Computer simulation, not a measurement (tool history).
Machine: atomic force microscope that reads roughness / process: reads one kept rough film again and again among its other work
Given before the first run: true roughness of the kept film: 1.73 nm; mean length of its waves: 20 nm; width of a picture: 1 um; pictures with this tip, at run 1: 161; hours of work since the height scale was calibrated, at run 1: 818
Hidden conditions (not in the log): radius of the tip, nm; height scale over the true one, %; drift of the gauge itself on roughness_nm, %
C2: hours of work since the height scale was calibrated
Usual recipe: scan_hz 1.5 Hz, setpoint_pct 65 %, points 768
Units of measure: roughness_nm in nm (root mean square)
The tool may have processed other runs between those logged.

Run 1, hour 0: usual settings; pictures with this tip 161; C2 818. Result: roughness_nm 1.278 nm (root mean square).
Run 2, hour 51: usual settings but points 415; pictures with this tip 287; C2 856. Result: roughness_nm 1.183 nm (root mean square).
At hour 56: new tip fitted.
Run 3, hour 98.5: usual settings but points 415; pictures with this tip 105; C2 891. Result: roughness_nm 1.294 nm (root mean square).
Run 4, hour 136.1: usual settings; pictures with this tip 198; C2 919. Result: roughness_nm 1.244 nm (root mean square).
At hour 173.6: new tip fitted.
Run 5, hour 189.1: usual settings; pictures with this tip 38; C2 957. Result: roughness_nm 1.381 nm (root mean square).
Run 6, hour 228.6: usual settings; pictures with this tip 136; C2 987. Result: roughness_nm 1.3 nm (root mean square).
Run 7, hour 261.5: usual settings; pictures with this tip 217; C2 1011. Result: roughness_nm 1.255 nm (root mean square).
Run 8, hour 286: usual settings but scan_hz 0.55 Hz; pictures with this tip 278; C2 1029. Result: roughness_nm 1.231 nm (root mean square).
At hour 290.6: new tip fitted.
Run 9, hour 322.8: usual settings but scan_hz 0.55 Hz, setpoint_pct 77 %; pictures with this tip 79; C2 1056. Result: roughness_nm 1.356 nm (root mean square).
Run 10, hour 375.4: usual settings but scan_hz 0.55 Hz, setpoint_pct 77 %; pictures with this tip 209; C2 1095. Result: roughness_nm 1.263 nm (root mean square).
At hour 410.5: new tip fitted.
Run 11, hour 418.2: usual settings but scan_hz 0.55 Hz, setpoint_pct 77 %; pictures with this tip 19; C2 1126. Result: roughness_nm 1.43 nm (root mean square).
Run 12, hour 450.1: usual settings but scan_hz 0.55 Hz, setpoint_pct 77 %; pictures with this tip 98; C2 1150. Result: roughness_nm 1.35 nm (root mean square).
Run 13, hour 499.9: usual settings but scan_hz 0.55 Hz, setpoint_pct 77 %; pictures with this tip 221; C2 1187. Result: roughness_nm 1.266 nm (root mean square).
At hour 527.7: new tip fitted.
Run 14, hour 536: usual settings; pictures with this tip 20; C2 1213. Result: roughness_nm 1.412 nm (root mean square).
Run 15, hour 592.1: usual settings; pictures with this tip 159; C2 1255. Result: roughness_nm 1.294 nm (root mean square).
Run 16, hour 627.6: usual settings; pictures with this tip 247; C2 1281. Result: roughness_nm 1.228 nm (root mean square).
At hour 647.8: new tip fitted.
Run 17, hour 668: usual settings but scan_hz 0.87 Hz; pictures with this tip 50; C2 1311. Result: roughness_nm 1.407 nm (root mean square).
Run 18, hour 693.8: usual settings but scan_hz 0.87 Hz; pictures with this tip 114; C2 1330. Result: roughness_nm 1.356 nm (root mean square).
Run 19, hour 750.5: usual settings but scan_hz 0.88 Hz, setpoint_pct 66 %, points 262; pictures with this tip 254; C2 1372. Result: roughness_nm 1.219 nm (root mean square).
At hour 758.4: height scale calibrated on a step standard.
At hour 766.8: new tip fitted.
Run 20, hour 795.3: usual settings but scan_hz 0.64 Hz, setpoint_pct 66 %, points 679; pictures with this tip 70; C2 27. Result: roughness_nm 1.375 nm (root mean square).
Run 21, hour 831.1: usual settings but scan_hz 0.96 Hz, setpoint_pct 66 %, points 548; pictures with this tip 158; C2 53. Result: roughness_nm 1.276 nm (root mean square).
Run 22, hour 875.7: usual settings but scan_hz 0.96 Hz, setpoint_pct 66 %, points 548; pictures with this tip 268; C2 87. Result: roughness_nm 1.217 nm (root mean square).
At hour 884.4: new tip fitted.
Run 23, hour 915.1: usual settings but scan_hz 0.96 Hz, setpoint_pct 66 %, points 548; pictures with this tip 76; C2 115. Result: roughness_nm 1.342 nm (root mean square).
Run 24, hour 950: usual settings but scan_hz 0.96 Hz, setpoint_pct 57 %, points 548; pictures with this tip 162; C2 141. Result: roughness_nm 1.295 nm (root mean square).
Run 25, hour 1000.1: usual settings but scan_hz 2.5 Hz, setpoint_pct 90 %, points 513; pictures with this tip 285; C2 178. Result: roughness_nm 0.953 nm (root mean square).
At hour 1005: new tip fitted.
Run 26, hour 1056.1: usual settings but scan_hz 1.18 Hz; pictures with this tip 127; C2 219. Result: roughness_nm 1.291 nm (root mean square).
Run 27, hour 1106.6: usual settings but points 294; pictures with this tip 251; C2 257. Result: roughness_nm 1.166 nm (root mean square).
At hour 1123.7: new tip fitted.
Run 28, hour 1142.1: usual settings but setpoint_pct 83 %; pictures with this tip 46; C2 283. Result: roughness_nm 1.258 nm (root mean square).
Run 29, hour 1182: usual settings but scan_hz 3.83 Hz, setpoint_pct 85 %; pictures with this tip 144; C2 312. Result: roughness_nm 0.983 nm (root mean square).
Run 30, hour 1215.1: usual settings but scan_hz 1.15 Hz; pictures with this tip 226; C2 337. Result: roughness_nm 1.228 nm (root mean square).
At hour 1244.8: new tip fitted.
Run 31, hour 1244.8: usual settings but scan_hz 1.15 Hz; pictures with this tip 0; C2 359. Result: roughness_nm 1.412 nm (root mean square).
Run 32, hour 1281.1: usual settings but scan_hz 1.15 Hz; pictures with this tip 90; C2 385. Result: roughness_nm 1.34 nm (root mean square).
Run 33, hour 1319.4: usual settings but scan_hz 1.15 Hz; pictures with this tip 184; C2 414. Result: roughness_nm 1.251 nm (root mean square).
At hour 1362.7: new tip fitted.
Run 34, hour 1371.4: usual settings but scan_hz 1.15 Hz; pictures with this tip 22; C2 452. Result: roughness_nm 1.391 nm (root mean square).
Run 35, hour 1402.6: usual settings but scan_hz 1.15 Hz, setpoint_pct 58 %, points 392; pictures with this tip 99; C2 475. Result: roughness_nm 1.325 nm (root mean square).

4 ways to go on from here, each from the tool as it stands after run 35. What would each give?
Run A, hour 1454.8: usual settings but scan_hz 1.15 Hz, setpoint_pct 60 %, points 392; pictures with this tip 228; C2 514. Result: roughness_nm ?.
Run B, hour 1454.8: usual settings but setpoint_pct 62 %, points 507; pictures with this tip 228; C2 514. Result: roughness_nm ?.
Run C, hour 1454.8: usual settings but scan_hz 1.08 Hz, setpoint_pct 67 %, points 459; pictures with this tip 228; C2 514. Result: roughness_nm ?.
Run D, hour 1454.8: usual settings but setpoint_pct 74 %, points 385; pictures with this tip 228; C2 514. Result: roughness_nm ?.

run  roughness_nm
  A         1.242
  B         1.225
  C         1.227
  D         1.174
What these runs would have given with no unlogged condition in the tool:
run  roughness_nm
  A         1.424
  B         1.404
  C         1.407
  D         1.346
